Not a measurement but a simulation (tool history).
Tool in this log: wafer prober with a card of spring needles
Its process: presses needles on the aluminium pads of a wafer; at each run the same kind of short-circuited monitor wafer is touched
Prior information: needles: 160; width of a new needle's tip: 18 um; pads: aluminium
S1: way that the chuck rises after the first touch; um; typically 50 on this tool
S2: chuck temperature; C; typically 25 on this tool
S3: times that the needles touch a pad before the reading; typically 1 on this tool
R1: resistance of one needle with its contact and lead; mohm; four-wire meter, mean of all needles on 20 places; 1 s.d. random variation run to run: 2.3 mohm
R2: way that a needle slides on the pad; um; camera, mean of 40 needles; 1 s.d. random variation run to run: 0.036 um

run,day,S1,S2,S3,R1,R2
1,0,50,25,1,434,12.31
# day 0.062: tips cleaned on abrasive film
# day 0.292: tips cleaned on abrasive film
# day 0.575: tips cleaned on abrasive film
# day 0.858: tips cleaned on abrasive film
# day 1.142: tips cleaned on abrasive film
2,1.225,50,25,1,373,12.28
# day 1.396: tips cleaned on abrasive film
# day 1.679: tips cleaned on abrasive film
# day 1.962: tips cleaned on abrasive film
# day 2.246: tips cleaned on abrasive film
# day 2.475: tips cleaned on abrasive film
3,2.683,50,25,1,443,12.17
# day 2.742: tips cleaned on abrasive film
# day 3.025: tips cleaned on abrasive film
# day 3.308: tips cleaned on abrasive film
# day 3.538: tips cleaned on abrasive film
# day 3.821: tips cleaned on abrasive film
# day 4.05: tips cleaned on abrasive film
# day 4.108: tips cleaned on abrasive film, once more
4,4.262,50,77,1,433,12.07
# day 4.379: tips cleaned on abrasive film
# day 4.604: tips cleaned on abrasive film
# day 4.833: tips cleaned on abrasive film
# day 5.117: tips cleaned on abrasive film
# day 5.346: tips cleaned on abrasive film
# day 5.629: tips cleaned on abrasive film
# day 5.912: tips cleaned on abrasive film
# day 6.142: tips cleaned on abrasive film
# day 6.425: tips cleaned on abrasive film
5,6.575,50,77,1,429,11.96
# day 6.692: tips cleaned on abrasive film
# day 6.921: tips cleaned on abrasive film
# day 7.204: tips cleaned on abrasive film
# day 7.433: tips cleaned on abrasive film
# day 7.662: tips cleaned on abrasive film
# day 7.946: tips cleaned on abrasive film
# day 8.171: tips cleaned on abrasive film
6,8.329,50,77,1,457,11.89
# day 8.446: tips cleaned on abrasive film
# day 8.729: tips cleaned on abrasive film
# day 9.012: tips cleaned on abrasive film
# day 9.296: tips cleaned on abrasive film
# day 9.583: tips cleaned on abrasive film
# day 9.842: tips cleaned on abrasive film
7,9.842,50,77,1,306,11.71
# day 10.125: tips cleaned on abrasive film
# day 10.408: tips cleaned on abrasive film
# day 10.638: tips cleaned on abrasive film
# day 10.921: tips cleaned on abrasive film
# day 11.146: tips cleaned on abrasive film
# day 11.217: height of the first contact set anew
# day 11.446: tips cleaned on abrasive film
8,11.479,50,77,1,327,12.53
# day 11.708: tips cleaned on abrasive film
# day 11.933: tips cleaned on abrasive film
# day 12.217: tips cleaned on abrasive film
# day 12.504: tips cleaned on abrasive film
# day 12.788: tips cleaned on abrasive film
9,12.833,50,25,1,352,12.47
# day 13.062: tips cleaned on abrasive film
# day 13.292: tips cleaned on abrasive film
# day 13.517: tips cleaned on abrasive film
# day 13.746: tips cleaned on abrasive film
# day 14.029: tips cleaned on abrasive film
# day 14.312: tips cleaned on abrasive film
10,14.458,50,25,1,430,12.35
# day 14.575: tips cleaned on abrasive film
# day 14.8: tips cleaned on abrasive film
# day 15.029: tips cleaned on abrasive film
# day 15.312: tips cleaned on abrasive film
# day 15.596: tips cleaned on abrasive film
# day 15.825: tips cleaned on abrasive film
# day 16.108: tips cleaned on abrasive film
# day 16.392: tips cleaned on abrasive film
# day 16.621: tips cleaned on abrasive film
# day 16.871: tips cleaned on abrasive film
11,16.871,50,29,1,269,12.24
# day 17.158: tips cleaned on abrasive film
# day 17.383: tips cleaned on abrasive film
# day 17.667: tips cleaned on abrasive film
# day 17.95: tips cleaned on abrasive film
# day 18.238: tips cleaned on abrasive film
# day 18.521: tips cleaned on abrasive film
12,18.729,69,41,2,329,17
# day 18.792: tips cleaned on abrasive film
# day 19.075: tips cleaned on abrasive film
# day 19.304: tips cleaned on abrasive film
# day 19.588: tips cleaned on abrasive film
# day 19.871: tips cleaned on abrasive film
# day 20.1: tips cleaned on abrasive film
# day 20.383: tips cleaned on abrasive film
# day 20.608: tips cleaned on abrasive film
# day 20.85: tips cleaned on abrasive film
# day 21.35: card fitted with new needles
13,21.35,55,34,1,256,13.77
# day 21.633: tips cleaned on abrasive film
# day 21.862: tips cleaned on abrasive film
# day 22.146: tips cleaned on abrasive film
# day 22.375: tips cleaned on abrasive film
# day 22.658: tips cleaned on abrasive film
# day 22.942: tips cleaned on abrasive film
# day 23.171: tips cleaned on abrasive film
# day 23.454: tips cleaned on abrasive film
14,23.638,59,114,1,369,14.69
# day 23.696: tips cleaned on abrasive film
# day 23.979: tips cleaned on abrasive film
# day 24.262: tips cleaned on abrasive film
# day 24.546: tips cleaned on abrasive film
# day 24.833: tips cleaned on abrasive film
# day 25.117: tips cleaned on abrasive film
15,25.275,59,114,1,377,14.66
# day 25.392: tips cleaned on abrasive film
# day 25.675: tips cleaned on abrasive film
# day 25.904: tips cleaned on abrasive film
# day 26.133: tips cleaned on abrasive film
# day 26.417: tips cleaned on abrasive film
16,26.621,59,114,1,388,14.5
# day 26.683: tips cleaned on abrasive film
# day 26.967: tips cleaned on abrasive film
# day 27.25: tips cleaned on abrasive film
# day 27.533: tips cleaned on abrasive film
# day 27.762: tips cleaned on abrasive film
# day 28.046: tips cleaned on abrasive film
# day 28.329: tips cleaned on abrasive film
# day 28.612: tips cleaned on abrasive film
17,28.717,50,25,3,294,12.24
# day 28.888: tips cleaned on abrasive film
# day 29.117: tips cleaned on abrasive film
# day 29.4: tips cleaned on abrasive film
# day 29.629: tips cleaned on abrasive film
# day 29.854: tips cleaned on abrasive film
# day 30.138: tips cleaned on abrasive film
# day 30.421: tips cleaned on abrasive film
# day 30.65: tips cleaned on abrasive film
# day 30.933: tips cleaned on abrasive film
18,31.05,50,25,3,306,12.06
# day 31.167: tips cleaned on abrasive film
# day 31.396: tips cleaned on abrasive film
# day 31.679: tips cleaned on abrasive film
# day 31.962: tips cleaned on abrasive film
# day 32.246: tips cleaned on abrasive film
# day 32.475: tips cleaned on abrasive film
# day 32.758: tips cleaned on abrasive film
# day 33.042: tips cleaned on abrasive film
19,33.179,38,39,2,433,8.94
# day 33.296: tips cleaned on abrasive film
# day 33.521: tips cleaned on abrasive film
# day 33.804: tips cleaned on abrasive film
# day 34.088: tips cleaned on abrasive film
# day 34.375: tips cleaned on abrasive film
20,34.512,38,39,2,414,8.89
# day 34.625: tips cleaned on abrasive film
# day 34.912: tips cleaned on abrasive film
# day 35.138: tips cleaned on abrasive film
# day 35.421: tips cleaned on abrasive film
# day 35.704: tips cleaned on abrasive film
# day 35.933: tips cleaned on abrasive film
# day 36.217: tips cleaned on abrasive film
# day 36.5: tips cleaned on abrasive film
# day 36.729: tips cleaned on abrasive film
# day 36.8: height of the first contact set anew
21,36.879,51,38,1,381,12.87

Below are 3 alternative next runs, each starting from the tool's condition after run 21. Predict each:
# day 36.996: tips cleaned on abrasive film
# day 37.221: tips cleaned on abrasive film
# day 37.508: tips cleaned on abrasive film
# day 37.792: tips cleaned on abrasive film
# day 38.017: tips cleaned on abrasive film
# day 38.304: tips cleaned on abrasive film
# day 38.588: tips cleaned on abrasive film
# day 38.812: tips cleaned on abrasive film
# day 39.042: tips cleaned on abrasive film
A,39.233,51,53,1,?,?
# day 36.996: tips cleaned on abrasive film
# day 37.221: tips cleaned on abrasive film
# day 37.508: tips cleaned on abrasive film
# day 37.792: tips cleaned on abrasive film
# day 38.017: tips cleaned on abrasive film
# day 38.304: tips cleaned on abrasive film
# day 38.588: tips cleaned on abrasive film
# day 38.812: tips cleaned on abrasive film
# day 39.042: tips cleaned on abrasive film
B,39.233,47,25,1,?,?
# day 36.996: tips cleaned on abrasive film
# day 37.221: tips cleaned on abrasive film
# day 37.508: tips cleaned on abrasive film
# day 37.792: tips cleaned on abrasive film
# day 38.017: tips cleaned on abrasive film
# day 38.304: tips cleaned on abrasive film
# day 38.588: tips cleaned on abrasive film
# day 38.812: tips cleaned on abrasive film
# day 39.042: tips cleaned on abrasive film
C,39.233,51,32,3,?,?

run,R1,R2
A,431,12.68
B,461,11.66
C,326,12.58
Without the tool's hidden state the same runs would have given:
run,R1,R2
A,266,12.81
B,260,11.79
C,262,12.71
